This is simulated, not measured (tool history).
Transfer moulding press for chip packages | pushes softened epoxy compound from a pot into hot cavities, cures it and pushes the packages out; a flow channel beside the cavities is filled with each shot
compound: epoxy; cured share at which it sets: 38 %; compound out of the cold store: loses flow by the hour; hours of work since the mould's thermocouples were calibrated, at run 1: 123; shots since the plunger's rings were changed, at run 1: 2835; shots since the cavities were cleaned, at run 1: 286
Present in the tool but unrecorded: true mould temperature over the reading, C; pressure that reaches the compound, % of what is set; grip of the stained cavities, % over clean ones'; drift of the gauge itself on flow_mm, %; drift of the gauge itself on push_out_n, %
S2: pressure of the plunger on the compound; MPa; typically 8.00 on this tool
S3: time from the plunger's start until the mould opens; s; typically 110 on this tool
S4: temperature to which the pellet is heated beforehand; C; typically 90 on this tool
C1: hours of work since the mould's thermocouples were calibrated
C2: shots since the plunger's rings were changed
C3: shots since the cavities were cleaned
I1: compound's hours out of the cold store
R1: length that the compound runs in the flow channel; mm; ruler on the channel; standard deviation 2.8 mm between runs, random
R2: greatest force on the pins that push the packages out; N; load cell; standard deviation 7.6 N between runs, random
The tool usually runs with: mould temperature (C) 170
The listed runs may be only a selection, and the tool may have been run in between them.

Run 1, hour 0.0: usual settings; C1 123; C2 2835; C3 286; I1 30.2. Result: R1 865 mm, R2 461 N.
Run 2, hour 30.8: usual settings; C1 143; C2 3181; C3 632; I1 31.4. Result: R1 860 mm, R2 539 N.
At hour 59.3: cavities cleaned with cleaning compound and waxed.
Run 3, hour 60.6: usual settings but S2 6.11 MPa; C1 161; C2 3499; C3 14; I1 17.4. Result: R1 816 mm, R2 336 N.
Run 4, hour 82.3: usual settings but S4 95 C; C1 175; C2 3743; C3 258; I1 30.8. Result: R1 865 mm, R2 445 N.
At hour 86.4: plunger's sealing rings changed.
Run 5, hour 109.9: usual settings but S4 95 C; C1 191; C2 264; C3 540; I1 26.2. Result: R1 916 mm, R2 527 N.
Run 6, hour 134.0: usual settings but S4 95 C; C1 207; C2 535; C3 811; I1 36.6. Result: R1 853 mm, R2 564 N.
At hour 146.9: cavities cleaned with cleaning compound and waxed.
Run 7, hour 153.5: usual settings but S2 7.25 MPa, S4 95 C; C1 219; C2 738; C3 75; I1 23.7. Result: R1 878 mm, R2 360 N.
Run 8, hour 184.9: usual settings but mould temperature (C) 174; C1 239; C2 1089; C3 426; I1 27.4. Result: R1 878 mm, R2 471 N.
Run 9, hour 211.8: usual settings but mould temperature (C) 174; C1 256; C2 1392; C3 729; I1 26.9. Result: R1 876 mm, R2 502 N.
At hour 231.0: cavities cleaned with cleaning compound and waxed.
Run 10, hour 247.4: usual settings but mould temperature (C) 174; C1 278; C2 1776; C3 185; I1 35.5. Result: R1 835 mm, R2 369 N.
Run 11, hour 277.9: usual settings but mould temperature (C) 174; C1 298; C2 2118; C3 527; I1 33.4. Result: R1 845 mm, R2 453 N.
Run 12, hour 303.9: usual settings but S3 104 s; C1 315; C2 2410; C3 819; I1 43.0. Result: R1 814 mm, R2 606 N.
At hour 317.0: cavities cleaned with cleaning compound and waxed.
Run 13, hour 330.9: usual settings but mould temperature (C) 176; C1 331; C2 2697; C3 156; I1 9.9. Result: R1 956 mm, R2 355 N.
Run 14, hour 356.1: usual settings but mould temperature (C) 176; C1 347; C2 2980; C3 439; I1 20.4. Result: R1 897 mm, R2 462 N.
Run 15, hour 386.9: usual settings but mould temperature (C) 176; C1 367; C2 3326; C3 785; I1 37.4. Result: R1 807 mm, R2 495 N.
At hour 402.7: cavities cleaned with cleaning compound and waxed.
Run 16, hour 404.1: usual settings but mould temperature (C) 176, S2 8.18 MPa, S3 129 s; C1 377; C2 3503; C3 16; I1 42.1. Result: R1 798 mm, R2 290 N.
At hour 431.4: plunger's sealing rings changed.
Run 17, hour 439.9: usual settings but mould temperature (C) 176, S2 8.18 MPa, S3 129 s; C1 399; C2 96; C3 390; I1 16.6. Result: R1 958 mm, R2 409 N.
Run 18, hour 461.3: usual settings but S2 7.32 MPa; C1 413; C2 337; C3 631; I1 41.5. Result: R1 796 mm, R2 555 N.
Run 19, hour 485.1: usual settings but S3 117 s, S4 98 C; C1 428; C2 604; C3 898; I1 15.4. Result: R1 976 mm, R2 575 N.
At hour 491.8: cavities cleaned with cleaning compound and waxed.
Run 20, hour 521.2: usual settings but mould temperature (C) 167, S3 117 s, S4 98 C; C1 450; C2 993; C3 331; I1 47.6. Result: R1 813 mm, R2 520 N.
Run 21, hour 554.3: usual settings but mould temperature (C) 167, S3 117 s, S4 98 C; C1 472; C2 1365; C3 703; I1 36.7. Result: R1 867 mm, R2 621 N.
At hour 577.3: cavities cleaned with cleaning compound and waxed.
Run 22, hour 586.4: usual settings but mould temperature (C) 167, S3 117 s, S4 98 C; C1 492; C2 1708; C3 102; I1 21.8. Result: R1 947 mm, R2 446 N.
Run 23, hour 616.8: usual settings but mould temperature (C) 176, S3 117 s, S4 95 C; C1 511; C2 2050; C3 444; I1 44.5. Result: R1 785 mm, R2 413 N.
Run 24, hour 651.1: usual settings but mould temperature (C) 169, S3 139 s; C1 533; C2 2436; C3 830; I1 22.9. Result: R1 926 mm, R2 501 N.
At hour 662.4: cavities cleaned with cleaning compound and waxed.
Run 25, hour 684.3: usual settings but S3 99 s, S4 92 C; C1 554; C2 2792; C3 246; I1 35.1. Result: R1 854 mm, R2 534 N.
Run 26, hour 708.3: usual settings but mould temperature (C) 167, S2 7.98 MPa, S4 91 C; C1 569; C2 3061; C3 515; I1 11.2. Result: R1 998 mm, R2 697 N.
At hour 712.4: mould's thermocouples calibrated.
Run 27, hour 727.4: usual settings but mould temperature (C) 167, S2 7.98 MPa, S4 91 C; C1 10; C2 3254; C3 708; I1 35.2. Result: R1 856 mm, R2 677 N.
At hour 749.2: cavities cleaned with cleaning compound and waxed.
Run 28, hour 753.8: usual settings but mould temperature (C) 167, S2 7.98 MPa, S4 91 C; C1 26; C2 3533; C3 52; I1 44.9. Result: R1 805 mm, R2 389 N.

Consider 4 possible next runs. They are alternatives, not a sequence: every one starts from the tool as it was left by run 28. What does each give?
Run A, hour 771.8: usual settings but mould temperature (C) 167, S2 7.98 MPa, S3 127 s, S4 91 C; C1 37; C2 3736; C3 255; I1 27.8. Result: R1 ?, R2 ?.
Run B, hour 771.8: usual settings but mould temperature (C) 169, S3 135 s; C1 37; C2 3736; C3 255; I1 10.1. Result: R1 ?, R2 ?.
Run C, hour 771.8: usual settings but mould temperature (C) 177, S4 85 C; C1 37; C2 3736; C3 255; I1 10.1. Result: R1 ?, R2 ?.
Run D, hour 771.8: usual settings but mould temperature (C) 169, S2 8.20 MPa, S4 82 C; C1 37; C2 3736; C3 255; I1 10.9. Result: R1 ?, R2 ?.

run   R1   R2
  A  889  440
  B  989  394
  C  941  374
  D  991  487
With no hidden state in the tool, these same runs would have given:
run    R1   R2
  A   918  315
  B  1021  279
  C   971  266
  D  1023  347
